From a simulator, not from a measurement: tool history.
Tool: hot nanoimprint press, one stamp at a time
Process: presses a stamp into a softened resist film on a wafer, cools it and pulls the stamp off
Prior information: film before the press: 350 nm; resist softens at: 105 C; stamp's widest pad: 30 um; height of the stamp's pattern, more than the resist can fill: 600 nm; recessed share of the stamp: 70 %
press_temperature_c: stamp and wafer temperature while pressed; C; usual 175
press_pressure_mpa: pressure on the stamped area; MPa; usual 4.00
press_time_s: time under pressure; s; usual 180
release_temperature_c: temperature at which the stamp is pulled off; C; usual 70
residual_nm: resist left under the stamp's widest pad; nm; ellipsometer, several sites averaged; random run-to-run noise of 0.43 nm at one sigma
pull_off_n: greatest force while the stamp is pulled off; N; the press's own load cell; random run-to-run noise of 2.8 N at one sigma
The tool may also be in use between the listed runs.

{"run": 1, "hour": 0.0, "press_temperature_c": 175, "press_pressure_mpa": 4.0, "press_time_s": 180, "release_temperature_c": 70, "residual_nm": 137.5, "pull_off_n": 162}
{"run": 2, "hour": 6.3, "press_temperature_c": 175, "press_pressure_mpa": 4.0, "press_time_s": 180, "release_temperature_c": 66, "residual_nm": 137.7, "pull_off_n": 174}
{"run": 3, "hour": 15.3, "press_temperature_c": 175, "press_pressure_mpa": 4.0, "press_time_s": 180, "release_temperature_c": 70, "residual_nm": 137.3, "pull_off_n": 161}
{"run": 4, "hour": 22.6, "press_temperature_c": 175, "press_pressure_mpa": 4.0, "press_time_s": 180, "release_temperature_c": 70, "residual_nm": 137.2, "pull_off_n": 157}
{"run": 5, "hour": 33.6, "press_temperature_c": 175, "press_pressure_mpa": 4.0, "press_time_s": 180, "release_temperature_c": 70, "residual_nm": 137.7, "pull_off_n": 164}
{"run": 6, "hour": 45.5, "press_temperature_c": 175, "press_pressure_mpa": 4.0, "press_time_s": 180, "release_temperature_c": 70, "residual_nm": 138.1, "pull_off_n": 163}
{"run": 7, "hour": 52.8, "press_temperature_c": 175, "press_pressure_mpa": 4.0, "press_time_s": 180, "release_temperature_c": 70, "residual_nm": 137.6, "pull_off_n": 171}
{"run": 8, "hour": 65.2, "press_temperature_c": 175, "press_pressure_mpa": 4.0, "press_time_s": 180, "release_temperature_c": 70, "residual_nm": 137.1, "pull_off_n": 159}
{"run": 9, "hour": 79.2, "press_temperature_c": 175, "press_pressure_mpa": 4.0, "press_time_s": 180, "release_temperature_c": 70, "residual_nm": 137.6, "pull_off_n": 168}
{"run": 10, "hour": 91.0, "press_temperature_c": 175, "press_pressure_mpa": 4.0, "press_time_s": 180, "release_temperature_c": 70, "residual_nm": 137.6, "pull_off_n": 172}
{"run": 11, "hour": 101.8, "press_temperature_c": 175, "press_pressure_mpa": 6.11, "press_time_s": 180, "release_temperature_c": 70, "residual_nm": 107.1, "pull_off_n": 171}
{"run": 12, "hour": 114.5, "press_temperature_c": 175, "press_pressure_mpa": 6.11, "press_time_s": 180, "release_temperature_c": 65, "residual_nm": 107.2, "pull_off_n": 193}
{"hour": 118.3, "done": "plate thermocouple calibrated"}
{"run": 13, "hour": 128.4, "press_temperature_c": 175, "press_pressure_mpa": 6.11, "press_time_s": 126, "release_temperature_c": 65, "residual_nm": 122.7, "pull_off_n": 196}
{"run": 14, "hour": 134.8, "press_temperature_c": 175, "press_pressure_mpa": 6.11, "press_time_s": 126, "release_temperature_c": 65, "residual_nm": 123.5, "pull_off_n": 202}
{"run": 15, "hour": 141.7, "press_temperature_c": 175, "press_pressure_mpa": 6.11, "press_time_s": 126, "release_temperature_c": 65, "residual_nm": 123.3, "pull_off_n": 200}
{"run": 16, "hour": 150.2, "press_temperature_c": 167, "press_pressure_mpa": 5.3, "press_time_s": 145, "release_temperature_c": 59, "residual_nm": 160.8, "pull_off_n": 230}
{"run": 17, "hour": 163.6, "press_temperature_c": 167, "press_pressure_mpa": 5.3, "press_time_s": 145, "release_temperature_c": 59, "residual_nm": 162.4, "pull_off_n": 227}
{"run": 18, "hour": 170.1, "press_temperature_c": 178, "press_pressure_mpa": 2.95, "press_time_s": 180, "release_temperature_c": 70, "residual_nm": 153.0, "pull_off_n": 184}
{"run": 19, "hour": 177.8, "press_temperature_c": 184, "press_pressure_mpa": 4.0, "press_time_s": 180, "release_temperature_c": 70, "residual_nm": 109.0, "pull_off_n": 183}
{"hour": 192.2, "done": "plate thermocouple calibrated, once more"}
{"run": 20, "hour": 194.6, "press_temperature_c": 170, "press_pressure_mpa": 3.42, "press_time_s": 207, "release_temperature_c": 57, "residual_nm": 159.4, "pull_off_n": 243}
{"run": 21, "hour": 203.5, "press_temperature_c": 170, "press_pressure_mpa": 3.42, "press_time_s": 207, "release_temperature_c": 57, "residual_nm": 160.2, "pull_off_n": 237}
{"run": 22, "hour": 211.8, "press_temperature_c": 184, "press_pressure_mpa": 3.76, "press_time_s": 207, "release_temperature_c": 57, "residual_nm": 103.2, "pull_off_n": 238}
{"run": 23, "hour": 217.5, "press_temperature_c": 184, "press_pressure_mpa": 3.76, "press_time_s": 207, "release_temperature_c": 57, "residual_nm": 103.5, "pull_off_n": 239}
{"run": 24, "hour": 225.0, "press_temperature_c": 185, "press_pressure_mpa": 4.0, "press_time_s": 180, "release_temperature_c": 74, "residual_nm": 101.0, "pull_off_n": 161}
{"run": 25, "hour": 233.8, "press_temperature_c": 172, "press_pressure_mpa": 4.0, "press_time_s": 180, "release_temperature_c": 75, "residual_nm": 145.0, "pull_off_n": 153}
{"run": 26, "hour": 243.9, "press_temperature_c": 179, "press_pressure_mpa": 4.0, "press_time_s": 296, "release_temperature_c": 56, "residual_nm": 100.4, "pull_off_n": 251}
{"run": 27, "hour": 254.6, "press_temperature_c": 179, "press_pressure_mpa": 4.0, "press_time_s": 296, "release_temperature_c": 56, "residual_nm": 100.3, "pull_off_n": 254}

What does the tool deliver on the next run?
{"run": 28, "hour": 263.6, "press_temperature_c": 179, "press_pressure_mpa": 4.0, "press_time_s": 296, "release_temperature_c": 56, "residual_nm": "?", "pull_off_n": "?"}

{"run 28": {"residual_nm": 101.0, "pull_off_n": 253}}
With the hidden condition absent and the run-to-run variation left alone, this run would have shown residual_nm 100.4 nm, pull_off_n 209 N.
